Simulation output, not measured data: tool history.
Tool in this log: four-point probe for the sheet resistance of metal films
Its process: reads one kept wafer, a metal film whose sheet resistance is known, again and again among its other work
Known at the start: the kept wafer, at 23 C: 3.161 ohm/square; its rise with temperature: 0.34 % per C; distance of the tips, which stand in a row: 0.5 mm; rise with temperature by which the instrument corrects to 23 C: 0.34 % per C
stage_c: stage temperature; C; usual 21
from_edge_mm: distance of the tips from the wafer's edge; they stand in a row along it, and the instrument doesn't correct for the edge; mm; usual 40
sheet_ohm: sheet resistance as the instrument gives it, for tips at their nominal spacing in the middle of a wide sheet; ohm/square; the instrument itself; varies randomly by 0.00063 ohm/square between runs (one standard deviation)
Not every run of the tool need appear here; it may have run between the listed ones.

run,hour,stage_c,from_edge_mm,sheet_ohm
1,0.0,21,40,3.145969
2,14.1,31,40,3.144190
3,30.5,21,40,3.144491
4,50.6,34,40,3.142557
5,67.6,20,40,3.144746
6,85.4,21,40,3.145164
7,103.0,21,40,3.143728
8,112.5,21,40,3.144258
9,131.5,21,40,3.144781
10,147.1,21,40,3.145492
11,163.5,21,40,3.143907
12,178.2,22,6,3.155817
13,188.7,22,6,3.155130
14,204.4,22,60,3.143360
15,221.8,26,42,3.142975
16,233.2,34,13,3.143736
17,247.3,34,13,3.144352
18,269.5,34,13,3.143973
19,280.7,31,20,3.143061

Alternative continuations, all from the tool just after run 19; predict every row:
A,291.9,34,40,?
B,291.9,27,17,?
C,291.9,23,63,?

run,sheet_ohm
A,3.140893
B,3.143553
C,3.143155
What these runs would have given with no unlogged condition in the tool:
run,sheet_ohm
A,3.159471
B,3.162177
C,3.161794

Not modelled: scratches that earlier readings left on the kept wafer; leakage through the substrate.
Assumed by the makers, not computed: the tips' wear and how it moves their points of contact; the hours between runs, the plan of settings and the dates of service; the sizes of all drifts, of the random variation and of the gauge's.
